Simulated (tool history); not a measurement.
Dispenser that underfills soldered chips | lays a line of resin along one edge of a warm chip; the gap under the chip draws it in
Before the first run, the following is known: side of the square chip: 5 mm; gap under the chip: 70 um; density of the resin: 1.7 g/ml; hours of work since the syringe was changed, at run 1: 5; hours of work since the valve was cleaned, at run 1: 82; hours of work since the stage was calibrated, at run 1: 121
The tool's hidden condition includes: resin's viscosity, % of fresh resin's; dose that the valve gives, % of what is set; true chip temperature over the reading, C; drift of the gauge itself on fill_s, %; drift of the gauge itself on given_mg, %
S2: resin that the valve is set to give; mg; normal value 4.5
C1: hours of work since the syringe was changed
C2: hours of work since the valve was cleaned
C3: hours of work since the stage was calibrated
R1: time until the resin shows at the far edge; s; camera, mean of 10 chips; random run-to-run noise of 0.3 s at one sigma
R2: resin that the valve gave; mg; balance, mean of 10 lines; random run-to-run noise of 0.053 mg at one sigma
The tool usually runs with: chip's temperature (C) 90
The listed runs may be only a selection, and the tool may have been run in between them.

{"run": 1, "hour": 0.0, "chip's temperature (C)": 90, "S2": 4.5, "C1": 5, "C2": 82, "C3": 121, "R1": 5.4, "R2": 4.26}
{"hour": 3.6, "done": "new syringe of resin"}
{"run": 2, "hour": 9.5, "chip's temperature (C)": 90, "S2": 4.5, "C1": 4, "C2": 89, "C3": 127, "R1": 4.8, "R2": 4.24}
{"hour": 14.2, "done": "new syringe of resin"}
{"run": 3, "hour": 20.4, "chip's temperature (C)": 90, "S2": 5.5, "C1": 4, "C2": 96, "C3": 135, "R1": 5.1, "R2": 5.14}
{"hour": 24.8, "done": "new syringe of resin"}
{"run": 4, "hour": 30.6, "chip's temperature (C)": 91, "S2": 4.5, "C1": 4, "C2": 103, "C3": 142, "R1": 4.8, "R2": 4.21}
{"hour": 34.9, "done": "new syringe of resin"}
{"run": 5, "hour": 39.2, "chip's temperature (C)": 90, "S2": 4.5, "C1": 3, "C2": 109, "C3": 148, "R1": 4.5, "R2": 4.23}
{"hour": 45.2, "done": "new syringe of resin"}
{"run": 6, "hour": 46.0, "chip's temperature (C)": 90, "S2": 4.5, "C1": 1, "C2": 113, "C3": 152, "R1": 3.4, "R2": 4.17}
{"run": 7, "hour": 53.3, "chip's temperature (C)": 90, "S2": 4.5, "C1": 6, "C2": 118, "C3": 157, "R1": 5.5, "R2": 4.15}
{"hour": 56.0, "done": "new syringe of resin"}
{"run": 8, "hour": 60.1, "chip's temperature (C)": 90, "S2": 4.5, "C1": 3, "C2": 123, "C3": 162, "R1": 4.6, "R2": 4.09}
{"hour": 66.4, "done": "new syringe of resin"}
{"run": 9, "hour": 68.9, "chip's temperature (C)": 90, "S2": 4.5, "C1": 2, "C2": 129, "C3": 168, "R1": 3.4, "R2": 4.17}
{"hour": 74.6, "done": "dispensing valve cleaned and set on the balance"}
{"run": 10, "hour": 75.7, "chip's temperature (C)": 90, "S2": 4.5, "C1": 6, "C2": 1, "C3": 172, "R1": 5.8, "R2": 4.54}
{"hour": 77.4, "done": "new syringe of resin"}
{"run": 11, "hour": 85.8, "chip's temperature (C)": 81, "S2": 4.5, "C1": 6, "C2": 8, "C3": 179, "R1": 7.6, "R2": 4.5}
{"hour": 87.4, "done": "new syringe of resin"}
{"run": 12, "hour": 92.7, "chip's temperature (C)": 90, "S2": 4.5, "C1": 4, "C2": 12, "C3": 183, "R1": 4.7, "R2": 4.42}
{"hour": 97.8, "done": "new syringe of resin"}
{"run": 13, "hour": 102.6, "chip's temperature (C)": 90, "S2": 4.5, "C1": 3, "C2": 19, "C3": 190, "R1": 4.2, "R2": 4.44}
{"hour": 108.6, "done": "new syringe of resin"}
{"run": 14, "hour": 112.7, "chip's temperature (C)": 90, "S2": 4.5, "C1": 3, "C2": 26, "C3": 197, "R1": 4.1, "R2": 4.51}
{"hour": 119.0, "done": "new syringe of resin"}
{"run": 15, "hour": 121.6, "chip's temperature (C)": 90, "S2": 4.5, "C1": 2, "C2": 32, "C3": 203, "R1": 4.4, "R2": 4.35}
{"hour": 129.3, "done": "new syringe of resin"}
{"run": 16, "hour": 131.9, "chip's temperature (C)": 90, "S2": 4.5, "C1": 2, "C2": 39, "C3": 210, "R1": 4.1, "R2": 4.35}
{"hour": 139.8, "done": "new syringe of resin"}
{"run": 17, "hour": 141.7, "chip's temperature (C)": 75, "S2": 3.96, "C1": 1, "C2": 45, "C3": 216, "R1": 6.4, "R2": 3.86}
{"run": 18, "hour": 148.2, "chip's temperature (C)": 75, "S2": 3.96, "C1": 6, "C2": 50, "C3": 221, "R1": 9.9, "R2": 3.84}
{"hour": 150.0, "done": "new syringe of resin"}
{"run": 19, "hour": 158.9, "chip's temperature (C)": 75, "S2": 3.96, "C1": 6, "C2": 57, "C3": 228, "R1": 10.1, "R2": 3.86}
{"hour": 160.5, "done": "new syringe of resin"}
{"run": 20, "hour": 168.5, "chip's temperature (C)": 102, "S2": 4.65, "C1": 6, "C2": 64, "C3": 235, "R1": 3.6, "R2": 4.43}
{"hour": 171.0, "done": "new syringe of resin"}
{"run": 21, "hour": 179.6, "chip's temperature (C)": 99, "S2": 5.68, "C1": 6, "C2": 71, "C3": 242, "R1": 4.3, "R2": 5.4}
{"hour": 181.4, "done": "new syringe of resin"}
{"run": 22, "hour": 188.9, "chip's temperature (C)": 101, "S2": 3.95, "C1": 5, "C2": 78, "C3": 249, "R1": 3.8, "R2": 3.74}
{"hour": 191.9, "done": "new syringe of resin"}
{"run": 23, "hour": 193.7, "chip's temperature (C)": 86, "S2": 5.54, "C1": 1, "C2": 81, "C3": 252, "R1": 3.9, "R2": 5.24}

Expected results for the next run?
{"run": 24, "hour": 198.2, "chip's temperature (C)": 81, "S2": 4.46, "C1": 4, "C2": 84, "C3": 255, "R1": "?", "R2": "?"}

{"run 24": {"R1": 7, "R2": 4.14}}
Minus the tool's unlogged condition, the same run would have read R1 5.1 s, R2 4.41 mg.

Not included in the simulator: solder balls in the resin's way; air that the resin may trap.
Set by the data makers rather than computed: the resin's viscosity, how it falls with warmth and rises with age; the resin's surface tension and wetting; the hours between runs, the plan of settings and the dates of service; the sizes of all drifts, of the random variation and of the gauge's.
